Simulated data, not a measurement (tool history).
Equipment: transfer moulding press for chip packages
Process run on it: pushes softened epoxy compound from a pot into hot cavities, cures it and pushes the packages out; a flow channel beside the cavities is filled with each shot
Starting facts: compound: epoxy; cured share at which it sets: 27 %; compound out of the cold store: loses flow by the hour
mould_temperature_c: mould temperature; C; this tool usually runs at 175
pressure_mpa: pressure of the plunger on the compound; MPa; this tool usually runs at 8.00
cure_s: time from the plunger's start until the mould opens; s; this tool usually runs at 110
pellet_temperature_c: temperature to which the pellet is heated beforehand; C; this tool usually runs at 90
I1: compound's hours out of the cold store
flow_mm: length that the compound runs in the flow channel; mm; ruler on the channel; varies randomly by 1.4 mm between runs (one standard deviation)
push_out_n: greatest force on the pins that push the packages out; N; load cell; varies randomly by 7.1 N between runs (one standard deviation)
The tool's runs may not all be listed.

run 1 hour=0.0 | mould_temperature_c=175 pressure_mpa=8.00 cure_s=110 pellet_temperature_c=90 | I1=18.1 | flow_mm=794 push_out_n=381
-- hour=23.7 cavities cleaned with cleaning compound and waxed
run 2 hour=33.3 | mould_temperature_c=169 pressure_mpa=8.00 cure_s=110 pellet_temperature_c=90 | I1=23.1 | flow_mm=775 push_out_n=465
-- hour=70.8 cavities cleaned with cleaning compound and waxed
run 3 hour=73.9 | mould_temperature_c=169 pressure_mpa=8.00 cure_s=110 pellet_temperature_c=90 | I1=19.4 | flow_mm=793 push_out_n=442
run 4 hour=113.4 | mould_temperature_c=169 pressure_mpa=8.00 cure_s=110 pellet_temperature_c=90 | I1=15.7 | flow_mm=814 push_out_n=613
-- hour=117.5 cavities cleaned with cleaning compound and waxed
run 5 hour=148.3 | mould_temperature_c=169 pressure_mpa=8.00 cure_s=110 pellet_temperature_c=90 | I1=12.1 | flow_mm=833 push_out_n=577
-- hour=163.4 cavities cleaned with cleaning compound and waxed
run 6 hour=187.7 | mould_temperature_c=169 pressure_mpa=8.00 cure_s=110 pellet_temperature_c=90 | I1=22.0 | flow_mm=771 push_out_n=557
-- hour=211.2 mould's thermocouples calibrated
-- hour=212.7 cavities cleaned with cleaning compound and waxed
-- hour=218.1 plunger's sealing rings changed
run 7 hour=240.0 | mould_temperature_c=169 pressure_mpa=8.00 cure_s=136 pellet_temperature_c=90 | I1=14.5 | flow_mm=834 push_out_n=386
-- hour=262.9 cavities cleaned with cleaning compound and waxed
run 8 hour=292.6 | mould_temperature_c=179 pressure_mpa=8.00 cure_s=110 pellet_temperature_c=90 | I1=40.0 | flow_mm=672 push_out_n=345
-- hour=309.4 cavities cleaned with cleaning compound and waxed
run 9 hour=335.1 | mould_temperature_c=175 pressure_mpa=7.74 cure_s=110 pellet_temperature_c=90 | I1=21.7 | flow_mm=758 push_out_n=388
-- hour=355.1 cavities cleaned with cleaning compound and waxed
run 10 hour=368.3 | mould_temperature_c=175 pressure_mpa=7.74 cure_s=110 pellet_temperature_c=90 | I1=25.8 | flow_mm=734 push_out_n=360
-- hour=402.7 cavities cleaned with cleaning compound and waxed
run 11 hour=406.3 | mould_temperature_c=175 pressure_mpa=7.74 cure_s=110 pellet_temperature_c=90 | I1=45.7 | flow_mm=633 push_out_n=309
-- hour=451.1 cavities cleaned with cleaning compound and waxed
run 12 hour=459.1 | mould_temperature_c=175 pressure_mpa=7.74 cure_s=110 pellet_temperature_c=90 | I1=22.2 | flow_mm=748 push_out_n=341
-- hour=466.5 mould's thermocouples calibrated, once more
-- hour=500.9 cavities cleaned with cleaning compound and waxed
-- hour=505.6 plunger's sealing rings changed
run 13 hour=505.6 | mould_temperature_c=175 pressure_mpa=7.74 cure_s=110 pellet_temperature_c=90 | I1=12.9 | flow_mm=817 push_out_n=308
-- hour=551.5 cavities cleaned with cleaning compound and waxed
run 14 hour=560.6 | mould_temperature_c=175 pressure_mpa=7.96 cure_s=118 pellet_temperature_c=90 | I1=44.6 | flow_mm=655 push_out_n=304
run 15 hour=591.8 | mould_temperature_c=175 pressure_mpa=8.00 cure_s=138 pellet_temperature_c=90 | I1=19.6 | flow_mm=786 push_out_n=358
-- hour=599.9 cavities cleaned with cleaning compound and waxed
run 16 hour=641.8 | mould_temperature_c=175 pressure_mpa=8.00 cure_s=138 pellet_temperature_c=90 | I1=47.0 | flow_mm=639 push_out_n=368
-- hour=648.4 cavities cleaned with cleaning compound and waxed
run 17 hour=681.1 | mould_temperature_c=175 pressure_mpa=8.00 cure_s=138 pellet_temperature_c=90 | I1=25.7 | flow_mm=746 push_out_n=346
-- hour=697.9 cavities cleaned with cleaning compound and waxed
run 18 hour=728.9 | mould_temperature_c=175 pressure_mpa=6.42 cure_s=110 pellet_temperature_c=97 | I1=12.2 | flow_mm=733 push_out_n=402
-- hour=744.0 cavities cleaned with cleaning compound and waxed
run 19 hour=764.7 | mould_temperature_c=175 pressure_mpa=6.42 cure_s=110 pellet_temperature_c=97 | I1=47.8 | flow_mm=564 push_out_n=358
-- hour=790.2 plunger's sealing rings changed
-- hour=797.1 cavities cleaned with cleaning compound and waxed
run 20 hour=807.4 | mould_temperature_c=182 pressure_mpa=6.09 cure_s=110 pellet_temperature_c=94 | I1=40.0 | flow_mm=583 push_out_n=293
-- hour=845.8 cavities cleaned with cleaning compound and waxed
run 21 hour=855.0 | mould_temperature_c=182 pressure_mpa=6.09 cure_s=110 pellet_temperature_c=94 | I1=14.8 | flow_mm=697 push_out_n=289
-- hour=893.7 cavities cleaned with cleaning compound and waxed
run 22 hour=903.5 | mould_temperature_c=175 pressure_mpa=8.00 cure_s=144 pellet_temperature_c=90 | I1=21.2 | flow_mm=769 push_out_n=290
-- hour=942.9 cavities cleaned with cleaning compound and waxed
run 23 hour=959.6 | mould_temperature_c=175 pressure_mpa=8.00 cure_s=110 pellet_temperature_c=97 | I1=46.6 | flow_mm=638 push_out_n=358
-- hour=989.3 cavities cleaned with cleaning compound and waxed
run 24 hour=1019.9 | mould_temperature_c=174 pressure_mpa=9.74 cure_s=112 pellet_temperature_c=88 | I1=33.9 | flow_mm=770 push_out_n=395

Run 25 is up next; what results do you expect?
-- hour=1035.2 mould's thermocouples calibrated
-- hour=1036.7 cavities cleaned with cleaning compound and waxed
run 25 hour=1057.4 | mould_temperature_c=174 pressure_mpa=9.74 cure_s=112 pellet_temperature_c=88 | I1=12.8 | flow_mm=? push_out_n=?

flow_mm: 898 mm
push_out_n: 368 N
Take away the tool's hidden state, keep the run-to-run variation as it was, and the same run would have given flow_mm 917 mm, push_out_n 288 N.
